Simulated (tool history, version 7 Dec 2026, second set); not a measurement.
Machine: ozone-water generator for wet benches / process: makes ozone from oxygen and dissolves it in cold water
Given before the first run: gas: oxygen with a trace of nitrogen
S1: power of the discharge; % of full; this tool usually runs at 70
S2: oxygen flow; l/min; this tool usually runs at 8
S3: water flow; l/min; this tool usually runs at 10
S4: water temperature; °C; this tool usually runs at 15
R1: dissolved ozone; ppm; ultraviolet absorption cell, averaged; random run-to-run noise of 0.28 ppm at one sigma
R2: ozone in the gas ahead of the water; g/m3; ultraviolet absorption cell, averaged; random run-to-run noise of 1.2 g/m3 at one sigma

{"run": 1, "hour": 0.0, "S1": 70, "S2": 8, "S3": 10, "S4": 15, "R1": 40.3, "R2": 212.5}
{"run": 2, "hour": 84.5, "S1": 93, "S2": 8, "S3": 10, "S4": 15, "R1": 51.6, "R2": 274.7}
{"run": 3, "hour": 160.7, "S1": 93, "S2": 8, "S3": 10, "S4": 15, "R1": 51.7, "R2": 274.5}
{"run": 4, "hour": 241.1, "S1": 93, "S2": 8, "S3": 10, "S4": 15, "R1": 51.3, "R2": 272.1}
{"run": 5, "hour": 299.1, "S1": 70, "S2": 8, "S3": 10, "S4": 15, "R1": 40.1, "R2": 209.3}
{"run": 6, "hour": 384.1, "S1": 70, "S2": 8, "S3": 10, "S4": 15, "R1": 39.8, "R2": 210}
{"run": 7, "hour": 439.0, "S1": 70, "S2": 8, "S3": 10, "S4": 15, "R1": 39.4, "R2": 210.3}
{"run": 8, "hour": 489.0, "S1": 70, "S2": 8, "S3": 10, "S4": 15, "R1": 40.1, "R2": 207.9}
{"run": 9, "hour": 564.3, "S1": 70, "S2": 5.69, "S3": 10, "S4": 15, "R1": 41.5, "R2": 251.5}
{"run": 10, "hour": 602.8, "S1": 77, "S2": 8, "S3": 10, "S4": 15, "R1": 43.6, "R2": 228.9}
{"run": 11, "hour": 675.9, "S1": 77, "S2": 8, "S3": 10, "S4": 15, "R1": 42.7, "R2": 226.7}
{"run": 12, "hour": 721.4, "S1": 77, "S2": 8, "S3": 10, "S4": 15, "R1": 43.1, "R2": 226.6}
{"run": 13, "hour": 788.5, "S1": 70, "S2": 8, "S3": 10, "S4": 15, "R1": 38.9, "R2": 207.3}
{"run": 14, "hour": 826.3, "S1": 70, "S2": 8, "S3": 10, "S4": 15, "R1": 38.9, "R2": 208.8}
{"run": 15, "hour": 911.2, "S1": 70, "S2": 8, "S3": 8, "S4": 15, "R1": 43.4, "R2": 207.7}
{"run": 16, "hour": 982.1, "S1": 70, "S2": 8, "S3": 10, "S4": 18, "R1": 36.3, "R2": 206.1}
{"run": 17, "hour": 1016.9, "S1": 70, "S2": 8, "S3": 10, "S4": 21, "R1": 33.7, "R2": 206.3}
{"hour": 1021.0, "done": "water thermometer calibrated"}
{"run": 18, "hour": 1054.1, "S1": 70, "S2": 8, "S3": 7, "S4": 16, "R1": 44.2, "R2": 205.2}
{"run": 19, "hour": 1133.1, "S1": 45, "S2": 4.85, "S3": 10, "S4": 15, "R1": 28.6, "R2": 182.4}
{"run": 20, "hour": 1194.5, "S1": 45, "S2": 4.85, "S3": 12, "S4": 15, "R1": 25.7, "R2": 182.4}
{"run": 21, "hour": 1278.2, "S1": 51, "S2": 4.62, "S3": 9, "S4": 11, "R1": 36.9, "R2": 208.2}
{"run": 22, "hour": 1338.5, "S1": 51, "S2": 4.62, "S3": 9, "S4": 11, "R1": 36.7, "R2": 207.6}
{"hour": 1345.7, "done": "water thermometer calibrated, once more"}
{"run": 23, "hour": 1391.6, "S1": 51, "S2": 4.62, "S3": 9, "S4": 11, "R1": 36.6, "R2": 209.2}
{"run": 24, "hour": 1434.6, "S1": 51, "S2": 4.62, "S3": 9, "S4": 11, "R1": 36.7, "R2": 208.1}
{"run": 25, "hour": 1484.5, "S1": 51, "S2": 12.96, "S3": 15, "S4": 17, "R1": 19.8, "R2": 120.2}
{"run": 26, "hour": 1563.4, "S1": 64, "S2": 12.82, "S3": 8, "S4": 19, "R1": 30.6, "R2": 145.7}
{"run": 27, "hour": 1617.5, "S1": 64, "S2": 12.82, "S3": 8, "S4": 19, "R1": 30, "R2": 146.1}
{"run": 28, "hour": 1651.9, "S1": 64, "S2": 12.82, "S3": 8, "S4": 19, "R1": 30.3, "R2": 144.7}
{"run": 29, "hour": 1724.5, "S1": 70, "S2": 8, "S3": 7, "S4": 15, "R1": 44.9, "R2": 203.1}
{"run": 30, "hour": 1766.9, "S1": 70, "S2": 8, "S3": 7, "S4": 15, "R1": 44.5, "R2": 204.4}
{"run": 31, "hour": 1825.0, "S1": 70, "S2": 8, "S3": 7, "S4": 15, "R1": 44.6, "R2": 201.8}
{"run": 32, "hour": 1865.9, "S1": 70, "S2": 8, "S3": 7, "S4": 15, "R1": 44.2, "R2": 199.6}

The same runs without the tool's hidden state, with the same run-to-run variation:
The tool's hidden condition here consists of: yield of the discharge, % of new electrodes'; contactor's efficiency, % of a clean one's; true water temperature over the reading, C; drift of the gauge itself on ozone_ppm, %; drift of the gauge itself on gas_g_m3, %.
run=1 R1=43.1 R2=218.6
run=2 R1=55.9 R2=285.3
run=3 R1=56.2 R2=285.9
run=4 R1=55.9 R2=284.2
run=5 R1=43.4 R2=217
run=6 R1=43.2 R2=218.2
run=7 R1=42.9 R2=219
run=8 R1=43.7 R2=216.7
run=9 R1=45.3 R2=262.7
run=10 R1=47.9 R2=240.3
run=11 R1=47 R2=238.5
run=12 R1=47.6 R2=238.7
run=13 R1=42.9 R2=217.8
run=14 R1=42.8 R2=219.7
run=15 R1=47.8 R2=219
run=16 R1=40.3 R2=217.7
run=17 R1=37.4 R2=218.2
run=18 R1=48.8 R2=217.4
run=19 R1=31.2 R2=189
run=20 R1=28.2 R2=189.2
run=21 R1=40.6 R2=217.8
run=22 R1=40.4 R2=217.4
run=23 R1=40.3 R2=219.4
run=24 R1=40.4 R2=218.5
run=25 R1=22.1 R2=126.4
run=26 R1=34.3 R2=155.5
run=27 R1=33.7 R2=156.2
run=28 R1=34 R2=154.8
run=29 R1=50.6 R2=219.2
run=30 R1=50.2 R2=220.7
run=31 R1=50.5 R2=218.3
run=32 R1=50.1 R2=216.3

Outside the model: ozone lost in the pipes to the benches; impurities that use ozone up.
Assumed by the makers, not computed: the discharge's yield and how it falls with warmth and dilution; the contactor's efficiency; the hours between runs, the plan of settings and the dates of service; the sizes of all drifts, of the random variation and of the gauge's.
